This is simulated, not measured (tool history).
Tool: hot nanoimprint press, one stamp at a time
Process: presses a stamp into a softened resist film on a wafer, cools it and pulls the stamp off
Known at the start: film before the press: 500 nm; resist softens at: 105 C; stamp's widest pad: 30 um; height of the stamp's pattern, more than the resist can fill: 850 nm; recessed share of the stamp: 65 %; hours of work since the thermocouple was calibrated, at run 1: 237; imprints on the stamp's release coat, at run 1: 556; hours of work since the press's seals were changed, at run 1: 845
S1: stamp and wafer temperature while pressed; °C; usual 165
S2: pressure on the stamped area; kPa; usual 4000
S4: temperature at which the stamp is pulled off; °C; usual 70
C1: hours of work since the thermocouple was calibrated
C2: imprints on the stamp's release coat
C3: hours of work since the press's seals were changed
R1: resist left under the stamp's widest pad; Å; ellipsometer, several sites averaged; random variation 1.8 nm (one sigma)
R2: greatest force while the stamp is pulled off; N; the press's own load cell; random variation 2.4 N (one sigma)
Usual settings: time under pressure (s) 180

{"run": 1, "day": 0.0, "S1": 165, "S2": 4000, "time under pressure (s)": 180, "S4": 70, "C1": 237, "C2": 556, "C3": 845, "R1": 3054, "R2": 120}
{"run": 2, "day": 0.838, "S1": 165, "S2": 4000, "time under pressure (s)": 180, "S4": 70, "C1": 253, "C2": 676, "C3": 861, "R1": 3083, "R2": 120}
{"run": 3, "day": 2.217, "S1": 165, "S2": 2420, "time under pressure (s)": 180, "S4": 70, "C1": 279, "C2": 873, "C3": 887, "R1": 3691, "R2": 127}
{"run": 4, "day": 3.767, "S1": 165, "S2": 2420, "time under pressure (s)": 180, "S4": 67, "C1": 308, "C2": 1094, "C3": 916, "R1": 3723, "R2": 135}
{"day": 5.088, "done": "stamp cleaned and given a new release coat"}
{"run": 5, "day": 5.354, "S1": 165, "S2": 2420, "time under pressure (s)": 180, "S4": 67, "C1": 333, "C2": 38, "C3": 941, "R1": 3688, "R2": 114}
{"run": 6, "day": 6.708, "S1": 165, "S2": 4000, "time under pressure (s)": 180, "S4": 70, "C1": 359, "C2": 232, "C3": 967, "R1": 3105, "R2": 112}
{"run": 7, "day": 8.183, "S1": 165, "S2": 4000, "time under pressure (s)": 180, "S4": 70, "C1": 387, "C2": 443, "C3": 995, "R1": 3151, "R2": 121}
{"run": 8, "day": 9.575, "S1": 165, "S2": 4000, "time under pressure (s)": 180, "S4": 70, "C1": 413, "C2": 641, "C3": 1021, "R1": 3167, "R2": 127}
{"day": 9.85, "done": "plate thermocouple calibrated"}
{"run": 9, "day": 10.804, "S1": 165, "S2": 4000, "time under pressure (s)": 180, "S4": 70, "C1": 18, "C2": 799, "C3": 1042, "R1": 3017, "R2": 124}
{"run": 10, "day": 11.771, "S1": 165, "S2": 4000, "time under pressure (s)": 180, "S4": 70, "C1": 36, "C2": 937, "C3": 1060, "R1": 3040, "R2": 123}
{"run": 11, "day": 12.821, "S1": 165, "S2": 4000, "time under pressure (s)": 180, "S4": 70, "C1": 56, "C2": 1087, "C3": 1080, "R1": 3058, "R2": 132}
{"day": 14.192, "done": "stamp cleaned and given a new release coat"}
{"run": 12, "day": 14.454, "S1": 158, "S2": 6030, "time under pressure (s)": 319, "S4": 70, "C1": 82, "C2": 37, "C3": 1106, "R1": 3019, "R2": 105}
{"run": 13, "day": 15.383, "S1": 158, "S2": 6030, "time under pressure (s)": 319, "S4": 70, "C1": 100, "C2": 170, "C3": 1123, "R1": 3062, "R2": 113}
{"day": 16.708, "done": "press's hydraulic seals changed and the load cell set to zero"}
{"run": 14, "day": 17.108, "S1": 160, "S2": 4000, "time under pressure (s)": 115, "S4": 77, "C1": 126, "C2": 369, "C3": 8, "R1": 3954, "R2": 102}
{"run": 15, "day": 18.033, "S1": 172, "S2": 4000, "time under pressure (s)": 180, "S4": 77, "C1": 143, "C2": 501, "C3": 25, "R1": 2117, "R2": 111}
{"run": 16, "day": 19.308, "S1": 172, "S2": 4000, "time under pressure (s)": 180, "S4": 77, "C1": 167, "C2": 683, "C3": 49, "R1": 2127, "R2": 115}
{"run": 17, "day": 20.646, "S1": 172, "S2": 6110, "time under pressure (s)": 180, "S4": 72, "C1": 192, "C2": 874, "C3": 74, "R1": 1712, "R2": 123}
{"run": 18, "day": 21.583, "S1": 168, "S2": 3420, "time under pressure (s)": 180, "S4": 72, "C1": 210, "C2": 1008, "C3": 92, "R1": 2827, "R2": 125}
{"run": 19, "day": 22.854, "S1": 168, "S2": 3420, "time under pressure (s)": 180, "S4": 72, "C1": 234, "C2": 1189, "C3": 116, "R1": 2809, "R2": 127}

Measured less the same run without the tool's hidden state. The same run-to-run variation is in both; the gauge's scatter may not be:
The hidden state here: true temperature over the reading, C; pressure that arrives at the usual setting, %; grip of the stamp's worn release coat, % over a new coat's; drift of the gauge itself on residual_nm, %; drift of the gauge itself on pull_off_n, %.
run=1 R1=+151 R2=+11
run=2 R1=+161 R2=+13
run=3 R1=+137 R2=+18
run=4 R1=+151 R2=+23
run=5 R1=+159 R2=+2
run=6 R1=+211 R2=+6
run=7 R1=+228 R2=+10
run=8 R1=+241 R2=+15
run=9 R1=+99 R2=+15
run=10 R1=+108 R2=+18
run=11 R1=+119 R2=+21
run=12 R1=+176 R2=+1
run=13 R1=+187 R2=+4
run=14 R1=+58 R2=+7
run=15 R1=+60 R2=+10
run=16 R1=+69 R2=+13
run=17 R1=+67 R2=+18
run=18 R1=+102 R2=+20
run=19 R1=+112 R2=+23
